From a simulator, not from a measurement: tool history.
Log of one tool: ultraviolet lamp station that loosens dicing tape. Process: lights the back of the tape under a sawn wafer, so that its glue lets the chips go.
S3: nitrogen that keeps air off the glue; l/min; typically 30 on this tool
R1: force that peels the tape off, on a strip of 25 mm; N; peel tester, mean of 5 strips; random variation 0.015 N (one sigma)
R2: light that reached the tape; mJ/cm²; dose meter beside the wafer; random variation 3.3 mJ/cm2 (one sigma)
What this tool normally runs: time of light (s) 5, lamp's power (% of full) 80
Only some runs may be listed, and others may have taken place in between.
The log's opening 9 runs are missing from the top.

run 10 hour=344.6 | time_of_light_(s)=5 lamp's_power_(%_of_full)=80 S3=30 | R1=0.99 R2=432
run 11 hour=392.6 | time_of_light_(s)=5 lamp's_power_(%_of_full)=80 S3=30 | R1=1.039 R2=425
run 12 hour=446.1 | time_of_light_(s)=5 lamp's_power_(%_of_full)=80 S3=26 | R1=1.131 R2=406
run 13 hour=478 | time_of_light_(s)=5 lamp's_power_(%_of_full)=80 S3=30 | R1=1.143 R2=397
-- hour=489.1 window cleaned of glue's vapour
run 14 hour=516.5 | time_of_light_(s)=5 lamp's_power_(%_of_full)=80 S3=30 | R1=0.942 R2=438
run 15 hour=555.6 | time_of_light_(s)=5 lamp's_power_(%_of_full)=80 S3=30 | R1=1.005 R2=430
run 16 hour=582.8 | time_of_light_(s)=4 lamp's_power_(%_of_full)=80 S3=30 | R1=1.362 R2=339
run 17 hour=618.6 | time_of_light_(s)=4 lamp's_power_(%_of_full)=80 S3=30 | R1=1.452 R2=336
run 18 hour=667.9 | time_of_light_(s)=4 lamp's_power_(%_of_full)=80 S3=30 | R1=1.495 R2=326
run 19 hour=696.7 | time_of_light_(s)=4 lamp's_power_(%_of_full)=80 S3=30 | R1=1.51 R2=326
run 20 hour=726.4 | time_of_light_(s)=4 lamp's_power_(%_of_full)=80 S3=30 | R1=1.534 R2=316
run 21 hour=774.3 | time_of_light_(s)=4 lamp's_power_(%_of_full)=86 S3=12 | R1=1.939 R2=334
run 22 hour=798.5 | time_of_light_(s)=2 lamp's_power_(%_of_full)=80 S3=30 | R1=2.912 R2=147
run 23 hour=852.5 | time_of_light_(s)=2 lamp's_power_(%_of_full)=80 S3=30 | R1=2.937 R2=146
-- hour=863.9 window cleaned of glue's vapour
run 24 hour=882.7 | time_of_light_(s)=5 lamp's_power_(%_of_full)=80 S3=30 | R1=1.11 R2=405
run 25 hour=934.9 | time_of_light_(s)=3 lamp's_power_(%_of_full)=65 S3=17 | R1=2.802 R2=194
run 26 hour=971.5 | time_of_light_(s)=3 lamp's_power_(%_of_full)=63 S3=34 | R1=2.532 R2=184
run 27 hour=995 | time_of_light_(s)=7 lamp's_power_(%_of_full)=77 S3=39 | R1=0.707 R2=518
run 28 hour=1022.1 | time_of_light_(s)=4 lamp's_power_(%_of_full)=82 S3=19 | R1=1.744 R2=308
run 29 hour=1052.7 | time_of_light_(s)=5 lamp's_power_(%_of_full)=75 S3=36 | R1=1.29 R2=346
run 30 hour=1077.5 | time_of_light_(s)=3 lamp's_power_(%_of_full)=75 S3=12 | R1=2.764 R2=206
run 31 hour=1126.7 | time_of_light_(s)=3 lamp's_power_(%_of_full)=75 S3=12 | R1=2.832 R2=193
run 32 hour=1158 | time_of_light_(s)=3 lamp's_power_(%_of_full)=75 S3=31 | R1=2.428 R2=195

For run 33, what comes out?
run 33 hour=1186 | time_of_light_(s)=3 lamp's_power_(%_of_full)=75 S3=56 | R1=? R2=?

Logged for run 33: R1 2.26 N, R2 196 mJ/cm².
Minus the tool's unlogged condition, the same run would have read R1 1.419 N, R2 304 mJ/cm².

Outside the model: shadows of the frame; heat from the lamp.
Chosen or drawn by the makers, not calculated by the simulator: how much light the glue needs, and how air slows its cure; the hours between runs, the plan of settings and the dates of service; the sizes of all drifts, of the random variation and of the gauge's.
